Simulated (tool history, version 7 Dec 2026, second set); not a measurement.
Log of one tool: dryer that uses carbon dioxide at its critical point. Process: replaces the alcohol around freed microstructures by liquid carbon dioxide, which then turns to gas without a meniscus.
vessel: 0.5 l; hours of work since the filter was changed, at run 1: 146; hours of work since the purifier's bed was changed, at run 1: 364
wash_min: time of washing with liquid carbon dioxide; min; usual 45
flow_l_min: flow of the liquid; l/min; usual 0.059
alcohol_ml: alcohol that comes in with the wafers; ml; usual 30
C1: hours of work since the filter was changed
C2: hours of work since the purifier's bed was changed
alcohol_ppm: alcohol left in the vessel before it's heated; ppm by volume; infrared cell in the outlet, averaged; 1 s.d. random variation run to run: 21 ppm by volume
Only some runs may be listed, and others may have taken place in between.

Run 1, hour 0: usual settings; C1 146; C2 364. Result: alcohol_ppm 1647 ppm by volume.
Run 2, hour 30.2: usual settings; C1 167; C2 386. Result: alcohol_ppm 1678 ppm by volume.
Run 3, hour 72.9: usual settings; C1 197; C2 416. Result: alcohol_ppm 1709 ppm by volume.
Run 4, hour 135.4: usual settings; C1 242; C2 460. Result: alcohol_ppm 1902 ppm by volume.
Run 5, hour 162.9: usual settings; C1 261; C2 479. Result: alcohol_ppm 1916 ppm by volume.
Run 6, hour 192.3: usual settings; C1 282; C2 500. Result: alcohol_ppm 1938 ppm by volume.
Run 7, hour 230.3: usual settings; C1 308; C2 527. Result: alcohol_ppm 2070 ppm by volume.
Run 8, hour 284.2: usual settings; C1 346; C2 565. Result: alcohol_ppm 2142 ppm by volume.
Run 9, hour 347.2: usual settings; C1 391; C2 609. Result: alcohol_ppm 2342 ppm by volume.
Run 10, hour 381.2: usual settings; C1 415; C2 633. Result: alcohol_ppm 2345 ppm by volume.
Run 11, hour 412.7: usual settings; C1 437; C2 655. Result: alcohol_ppm 2464 ppm by volume.
Run 12, hour 451.1: usual settings; C1 464; C2 682. Result: alcohol_ppm 2570 ppm by volume.
Run 13, hour 488: usual settings but wash_min 64 min; C1 490; C2 709. Result: alcohol_ppm 713 ppm by volume.
At hour 503.7: inlet filter changed.
Run 14, hour 519: usual settings but wash_min 71 min, flow_l_min 0.0399 l/min, alcohol_ml 31 ml; C1 11; C2 730. Result: alcohol_ppm 1271 ppm by volume.
Run 15, hour 553.5: usual settings but flow_l_min 0.0933 l/min; C1 35; C2 754. Result: alcohol_ppm 177 ppm by volume.
Run 16, hour 608.6: usual settings but flow_l_min 0.0933 l/min; C1 74; C2 793. Result: alcohol_ppm 187 ppm by volume.
Run 17, hour 647.8: usual settings but wash_min 48 min, flow_l_min 0.0532 l/min; C1 102; C2 820. Result: alcohol_ppm 1897 ppm by volume.
Run 18, hour 700.5: usual settings but flow_l_min 0.0759 l/min, alcohol_ml 66 ml; C1 139; C2 858. Result: alcohol_ppm 1233 ppm by volume.
Run 19, hour 747.3: usual settings but flow_l_min 0.0759 l/min, alcohol_ml 66 ml; C1 172; C2 891. Result: alcohol_ppm 1306 ppm by volume.
Run 20, hour 807.4: usual settings but flow_l_min 0.0591 l/min, alcohol_ml 25 ml; C1 214; C2 933. Result: alcohol_ppm 1554 ppm by volume.

Run 21 has not been measured yet. What should we expect?
Run 21, hour 862.3: usual settings but wash_min 30 min, alcohol_ml 55 ml; C1 253; C2 972. Result: alcohol_ppm ?.

{"run 21": {"alcohol_ppm": 11336}}
The same run, on a tool lacking any hidden state, would have yielded alcohol_ppm 8911 ppm by volume.

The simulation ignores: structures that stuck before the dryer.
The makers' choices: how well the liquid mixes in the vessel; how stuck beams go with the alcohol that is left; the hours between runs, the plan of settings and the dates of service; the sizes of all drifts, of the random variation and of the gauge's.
